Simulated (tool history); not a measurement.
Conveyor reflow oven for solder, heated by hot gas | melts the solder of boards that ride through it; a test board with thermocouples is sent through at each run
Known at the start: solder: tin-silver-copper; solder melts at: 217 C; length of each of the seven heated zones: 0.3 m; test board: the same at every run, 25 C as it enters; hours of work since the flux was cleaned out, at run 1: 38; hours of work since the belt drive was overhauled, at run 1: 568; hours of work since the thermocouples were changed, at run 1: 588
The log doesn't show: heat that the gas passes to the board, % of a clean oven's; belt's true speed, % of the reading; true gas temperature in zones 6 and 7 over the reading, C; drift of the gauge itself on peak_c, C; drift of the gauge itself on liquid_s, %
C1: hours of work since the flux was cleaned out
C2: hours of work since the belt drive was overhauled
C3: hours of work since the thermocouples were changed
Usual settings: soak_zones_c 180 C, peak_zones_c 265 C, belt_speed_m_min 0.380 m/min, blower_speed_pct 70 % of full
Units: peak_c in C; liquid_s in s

Run 1, hour 0.0: usual settings; C1 38; C2 568; C3 588. Result: peak_c 250.3 C, liquid_s 72.9 s.
Run 2, hour 19.6: usual settings; C1 52; C2 582; C3 602. Result: peak_c 249.7 C, liquid_s 73.2 s.
Run 3, hour 45.6: usual settings but soak_zones_c 175 C; C1 70; C2 601; C3 621. Result: peak_c 248.6 C, liquid_s 69.6 s.
Run 4, hour 58.0: usual settings; C1 79; C2 610; C3 630. Result: peak_c 249.9 C, liquid_s 73.2 s.
Run 5, hour 88.1: usual settings; C1 101; C2 632; C3 651. Result: peak_c 250.2 C, liquid_s 72.2 s.
Run 6, hour 114.1: usual settings; C1 120; C2 650; C3 670. Result: peak_c 249.4 C, liquid_s 72.2 s.
Run 7, hour 136.0: usual settings; C1 135; C2 666; C3 686. Result: peak_c 249.7 C, liquid_s 73.2 s.
Run 8, hour 162.3: usual settings but peak_zones_c 277 C; C1 154; C2 685; C3 704. Result: peak_c 259.4 C, liquid_s 81.1 s.
Run 9, hour 183.3: usual settings but peak_zones_c 256 C; C1 169; C2 700; C3 719. Result: peak_c 241.3 C, liquid_s 64.7 s.
Run 10, hour 202.0: usual settings but peak_zones_c 256 C; C1 183; C2 713; C3 733. Result: peak_c 241.6 C, liquid_s 64.9 s.
Run 11, hour 230.1: usual settings but peak_zones_c 266 C; C1 203; C2 733; C3 753. Result: peak_c 250.2 C, liquid_s 72.5 s.
Run 12, hour 250.4: usual settings but peak_zones_c 266 C; C1 217; C2 748; C3 768. Result: peak_c 250.4 C, liquid_s 73.1 s.
Run 13, hour 267.1: usual settings but peak_zones_c 266 C; C1 229; C2 760; C3 780. Result: peak_c 249.9 C, liquid_s 73.2 s.
Run 14, hour 279.5: usual settings but peak_zones_c 266 C; C1 238; C2 769; C3 788. Result: peak_c 250.2 C, liquid_s 72.6 s.
Run 15, hour 306.8: usual settings but peak_zones_c 266 C; C1 258; C2 788; C3 808. Result: peak_c 250.6 C, liquid_s 73.1 s.
Run 16, hour 332.3: usual settings but peak_zones_c 266 C; C1 276; C2 807; C3 826. Result: peak_c 249.8 C, liquid_s 72.9 s.
At hour 346.3: flux residue cleaned out of gas plates and filters.
Run 17, hour 349.8: usual settings but peak_zones_c 259 C; C1 3; C2 815; C3 835. Result: peak_c 245.1 C, liquid_s 68.8 s.
Run 18, hour 373.1: usual settings but peak_zones_c 259 C; C1 19; C2 832; C3 852. Result: peak_c 244.8 C, liquid_s 68.4 s.
Run 19, hour 396.2: usual settings but peak_zones_c 259 C, blower_speed_pct 67 % of full; C1 36; C2 849; C3 868. Result: peak_c 244.5 C, liquid_s 67.1 s.
Run 20, hour 416.1: usual settings but peak_zones_c 259 C, blower_speed_pct 67 % of full; C1 50; C2 863; C3 883. Result: peak_c 244.2 C, liquid_s 67.7 s.
Run 21, hour 440.3: usual settings but soak_zones_c 170 C, belt_speed_m_min 0.424 m/min; C1 67; C2 880; C3 900. Result: peak_c 244.8 C, liquid_s 55.2 s.
Run 22, hour 462.2: usual settings but soak_zones_c 170 C, belt_speed_m_min 0.424 m/min; C1 83; C2 896; C3 916. Result: peak_c 244.9 C, liquid_s 55.0 s.
Run 23, hour 476.8: usual settings but soak_zones_c 186 C, peak_zones_c 273 C; C1 94; C2 906; C3 926. Result: peak_c 257.9 C, liquid_s 82.8 s.
Run 24, hour 490.6: usual settings but peak_zones_c 263 C, belt_speed_m_min 0.366 m/min, blower_speed_pct 67 % of full; C1 103; C2 916; C3 936. Result: peak_c 248.0 C, liquid_s 73.9 s.
Run 25, hour 502.7: usual settings but belt_speed_m_min 0.331 m/min, blower_speed_pct 89 % of full; C1 112; C2 925; C3 945. Result: peak_c 255.8 C, liquid_s 94.0 s.
Run 26, hour 531.4: usual settings but peak_zones_c 278 C, belt_speed_m_min 0.445 m/min; C1 133; C2 946; C3 965. Result: peak_c 255.5 C, liquid_s 65.7 s.
Run 27, hour 559.5: usual settings but peak_zones_c 278 C, belt_speed_m_min 0.445 m/min; C1 153; C2 966; C3 985. Result: peak_c 255.6 C, liquid_s 66.1 s.

The next listed run, before its measurement:
Run 28, hour 586.9: usual settings but peak_zones_c 278 C, belt_speed_m_min 0.445 m/min; C1 172; C2 985; C3 1005. Result: peak_c ?, liquid_s ?.

peak_c: 255.5 C
liquid_s: 65.0 s
Without the tool's hidden state the same run would have given peak_c 257.0 C, liquid_s 64.6 s.
